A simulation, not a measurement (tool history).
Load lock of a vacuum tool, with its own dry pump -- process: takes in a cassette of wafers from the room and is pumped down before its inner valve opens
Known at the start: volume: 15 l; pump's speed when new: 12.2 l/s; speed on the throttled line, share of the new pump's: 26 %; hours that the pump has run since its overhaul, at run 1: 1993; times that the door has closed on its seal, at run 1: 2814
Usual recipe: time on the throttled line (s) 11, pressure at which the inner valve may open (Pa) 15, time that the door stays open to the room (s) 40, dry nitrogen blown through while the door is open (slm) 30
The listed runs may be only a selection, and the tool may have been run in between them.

run,hour,time on the throttled line (s),pressure at which the inner valve may open (Pa),time that the door stays open to the room (s),dry nitrogen blown through while the door is open (slm),hours that the pump has run since its overhaul,times that the door has closed on its seal,"incoming humidity of the room's air, %",time from the closed door until the inner valve may open (s),rise of the pressure with all valves shut (Pa/min)
1,0.0,11,15,40,30,1993,2814,48.8,19.08,0.064
2,132.7,11,15,40,30,2125,3095,44.4,19.12,0.064
3,261.0,14,15,40,30,2254,3368,43.1,21.35,0.057
4,346.5,12,15,40,30,2339,3549,43.7,19.84,0.064
5,424.1,11,15,47,30,2417,3713,46.5,19.07,0.069
6,585.2,11,15,47,30,2578,4055,43.6,19.17,0.070
7,725.0,11,15,47,30,2718,4352,45.9,19.11,0.073
8,798.8,11,15,47,30,2791,4508,45.9,19.10,0.076
9,917.7,11,15,47,30,2910,4761,45.5,19.20,0.076
10,1076.5,11,15,47,30,3069,5097,47.2,19.13,0.079
11,1172.7,11,15,47,30,3165,5302,42.9,19.06,0.080
12,1268.5,11,19,40,18,3261,5505,46.5,18.89,0.083
13,1341.6,11,20,177,18,3334,5660,43.8,18.75,0.122
14,1480.8,11,16,52,22,3473,5955,48.5,19.15,0.095
15,1562.2,11,16,52,22,3555,6128,45.1,19.24,0.095
16,1701.3,11,16,40,30,3694,6423,41.4,19.16,0.085
17,1861.2,11,15,37,18,3854,6762,42.3,19.25,0.092
18,2035.3,11,15,37,18,4028,7131,46.4,19.19,0.095
19,2184.8,10,16,129,20,4177,7448,43.9,18.45,0.130
20,2293.1,13,16,129,20,4286,7678,45.2,20.64,0.129
21,2438.1,15,27,67,12,4431,7986,47.1,21.38,0.131
22,2585.3,11,15,233,30,4578,8298,47.4,19.26,0.151

4 options for the next run, each taken on its own from the tool as it stands now. Forecast them:
A,2737.1,11,15,40,25,4730,8620,47.6,?,?
B,2737.1,21,15,25,41,4730,8620,43.3,?,?
C,2737.1,11,15,67,8,4730,8620,45.7,?,?
D,2737.1,11,13,59,16,4730,8620,40.8,?,?

run,time from the closed door until the inner valve may open (s),rise of the pressure with all valves shut (Pa/min)
A,19.21,0.118
B,26.59,0.097
C,19.28,0.144
D,19.50,0.116
Had the tool no hidden state, the same runs would have come out as:
run,time from the closed door until the inner valve may open (s),rise of the pressure with all valves shut (Pa/min)
A,19.03,0.048
B,26.47,0.028
C,19.09,0.074
D,19.32,0.047
